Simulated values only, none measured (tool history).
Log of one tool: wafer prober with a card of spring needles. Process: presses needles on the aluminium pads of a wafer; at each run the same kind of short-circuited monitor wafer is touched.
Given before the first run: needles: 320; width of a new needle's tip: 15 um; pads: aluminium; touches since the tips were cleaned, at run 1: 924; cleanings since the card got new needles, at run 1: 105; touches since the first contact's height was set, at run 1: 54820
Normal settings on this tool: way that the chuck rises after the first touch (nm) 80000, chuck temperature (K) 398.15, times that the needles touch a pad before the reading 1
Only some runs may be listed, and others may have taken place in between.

run   hour  way that the chuck rises after the first touch (nm)  chuck temperature (K)  times that the needles touch a pad before the reading  touches since the tips were cleaned  cleanings since the card got new needles  touches since the first contact's height was set  resistance of one needle with its contact and lead (mohm)  way that a needle slides on the pad (nm)
  1      0                                                80000                 398.15                                                      1                                  924                                       105                                             54820                                                        169                                     18600
       3.4  -- tips cleaned on abrasive film
       8.9  -- tips cleaned on abrasive film
      13.4  -- tips cleaned on abrasive film
        19  -- tips cleaned on abrasive film
      19.3  -- height of the first contact set anew
  2   21.3                                                80000                 320.15                                                      1                                 1245                                       109                                              1245                                                        157                                     18620
      24.6  -- tips cleaned on abrasive film
      29.1  -- tips cleaned on abrasive film
      34.6  -- tips cleaned on abrasive film
  3   34.9                                                80000                 398.15                                                      1                                  169                                       112                                              9454                                                        171                                     18600
      39.4  -- tips cleaned on abrasive film
      43.9  -- tips cleaned on abrasive film
  4   48.3                                                80000                 398.15                                                      1                                 2728                                       114                                             17595                                                        171                                     18610
      49.5  -- tips cleaned on abrasive film
        54  -- tips cleaned on abrasive film
      59.5  -- tips cleaned on abrasive film
        64  -- tips cleaned on abrasive film
      69.5  -- tips cleaned on abrasive film
  5   69.5                                                80000                 398.15                                                      1                                    0                                       119                                             30402                                                        169                                     18610
        74  -- tips cleaned on abrasive film
      78.6  -- tips cleaned on abrasive film
      84.2  -- tips cleaned on abrasive film
      88.7  -- tips cleaned on abrasive film
  6   92.5                                                80000                 398.15                                                      2                                 2366                                       123                                             44366                                                        171                                     18610
      93.7  -- tips cleaned on abrasive film
      99.4  -- tips cleaned on abrasive film
     103.9  -- tips cleaned on abrasive film
     109.3  -- tips cleaned on abrasive film
  7  111.7                                                80000                 398.15                                                      1                                 1472                                       127                                             55980                                                        170                                     18620
       114  -- tips cleaned on abrasive film
     118.6  -- tips cleaned on abrasive film
     124.1  -- tips cleaned on abrasive film
     128.8  -- height of the first contact set anew
       130  -- tips cleaned on abrasive film
     134.6  -- tips cleaned on abrasive film
  8  136.5                                                80000                 398.15                                                      1                                 1231                                       132                                              4643                                                        171                                     18620
       140  -- tips cleaned on abrasive film
     144.5  -- tips cleaned on abrasive film
       149  -- tips cleaned on abrasive film
     153.5  -- tips cleaned on abrasive film
  9  157.8                                                80000                 398.15                                                      1                                 2626                                       136                                             17503                                                        170                                     18580
       159  -- tips cleaned on abrasive film
     163.5  -- tips cleaned on abrasive film
       168  -- tips cleaned on abrasive film
 10  168.3                                                80000                 398.15                                                      2                                  211                                       139                                             23854                                                        168                                     18610
     172.9  -- tips cleaned on abrasive film
     177.4  -- tips cleaned on abrasive film
 11  179.4                                                80000                 398.15                                                      1                                 1240                                       141                                             30552                                                        172                                     18620
     182.8  -- tips cleaned on abrasive film
     188.4  -- tips cleaned on abrasive film
     192.9  -- tips cleaned on abrasive film
     198.4  -- tips cleaned on abrasive film
 12    200                                                80000                 398.15                                                      1                                  975                                       145                                             43046                                                        171                                     18620
     203.3  -- tips cleaned on abrasive film
     208.9  -- tips cleaned on abrasive film
     213.9  -- tips cleaned on abrasive film
 13  213.9                                                80000                 398.15                                                      1                                    0                                       148                                             51469                                                        170                                     18580
     219.5  -- tips cleaned on abrasive film
       224  -- tips cleaned on abrasive film
     228.5  -- tips cleaned on abrasive film
     233.4  -- tips cleaned on abrasive film
 14  233.4                                                81000                 314.15                                                      2                                    0                                       152                                             63226                                                        155                                     18840
     237.9  -- tips cleaned on abrasive film
     238.2  -- height of the first contact set anew
     243.8  -- tips cleaned on abrasive film
     248.3  -- tips cleaned on abrasive film
     253.9  -- tips cleaned on abrasive film
 15  255.5                                                81000                 314.15                                                      2                                 1007                                       156                                             10517                                                        156                                     18850
     258.9  -- tips cleaned on abrasive film
     263.4  -- tips cleaned on abrasive film
       269  -- tips cleaned on abrasive film
     273.5  -- tips cleaned on abrasive film
 16  276.7                                                93000                 398.15                                                      1                                 1941                                       160                                             23343                                                        169                                     21650
       279  -- tips cleaned on abrasive film
     283.5  -- tips cleaned on abrasive film
 17  287.3                                                98000                 383.15                                                      1                                 2376                                       162                                             29812                                                        167                                     22790
     288.5  -- tips cleaned on abrasive film
     293.1  -- tips cleaned on abrasive film
     298.6  -- tips cleaned on abrasive film
 18  298.6                                                84000                 307.15                                                      1                                    0                                       165                                             36577                                                        155                                     19550
     303.1  -- tips cleaned on abrasive film
     307.6  -- tips cleaned on abrasive film
     312.1  -- tips cleaned on abrasive film
     316.7  -- tips cleaned on abrasive film
 19  316.7                                                84000                 307.15                                                      1                                    0                                       169                                             47553                                                        155                                     19490
     322.4  -- tips cleaned on abrasive film
     326.9  -- tips cleaned on abrasive film
     331.4  -- tips cleaned on abrasive film
 20  331.9                                                84000                 307.15                                                      1                                  321                                       172                                             56741                                                        152                                     19540
     336.4  -- tips cleaned on abrasive film
     342.1  -- tips cleaned on abrasive film
 21  345.8                                                84000                 307.15                                                      1                                 2331                                       174                                             65211                                                        154                                     19550
       347  -- tips cleaned on abrasive film
     347.3  -- height of the first contact set anew
       353  -- tips cleaned on abrasive film
     357.5  -- tips cleaned on abrasive film
       363  -- tips cleaned on abrasive film
     368.5  -- tips cleaned on abrasive film
 22  368.5                                                80000                 339.15                                                      2                                    0                                       179                                             12844                                                        160                                     18610
     374.1  -- tips cleaned on abrasive film
     378.6  -- tips cleaned on abrasive film
 23  380.3                                                80000                 339.15                                                      2                                 1029                                       181                                             19980                                                        161                                     18590
     383.7  -- tips cleaned on abrasive film
     388.2  -- tips cleaned on abrasive film
     393.7  -- tips cleaned on abrasive film
     399.2  -- tips cleaned on abrasive film
     403.7  -- tips cleaned on abrasive film
 24  404.1                                                78000                 378.15                                                      2                                  247                                       186                                             34392                                                        172                                     18140
     408.6  -- tips cleaned on abrasive film
     414.1  -- tips cleaned on abrasive film
 25  415.3                                                69000                 378.15                                                      2                                  726                                       188                                             41170                                                        171                                     16050

3 ways to go on from here, each from the tool as it stands after run 25. What would each give?
     419.7  -- tips cleaned on abrasive film
     425.2  -- tips cleaned on abrasive film
     429.7  -- tips cleaned on abrasive film
     434.3  -- tips cleaned on abrasive film
  A  436.5                                                89000                 316.15                                                      2                                 1378                                       192                                             54040                                                          ?                                         ?
     419.7  -- tips cleaned on abrasive film
     425.2  -- tips cleaned on abrasive film
     429.7  -- tips cleaned on abrasive film
     434.3  -- tips cleaned on abrasive film
  B  436.5                                               100000                 398.15                                                      1                                 1378                                       192                                             54040                                                          ?                                         ?
     419.7  -- tips cleaned on abrasive film
     425.2  -- tips cleaned on abrasive film
     429.7  -- tips cleaned on abrasive film
     434.3  -- tips cleaned on abrasive film
  C  436.5                                                64000                 389.15                                                      2                                 1378                                       192                                             54040                                                          ?                                         ?

run  resistance of one needle with its contact and lead (mohm)  way that a needle slides on the pad (nm)
  A                                                        158                                     20740
  B                                                        167                                     23250
  C                                                        173                                     14910
With no hidden state in the tool, these same runs would have given:
run  resistance of one needle with its contact and lead (mohm)  way that a needle slides on the pad (nm)
  A                                                        158                                     20740
  B                                                        167                                     23250
  C                                                        173                                     14920
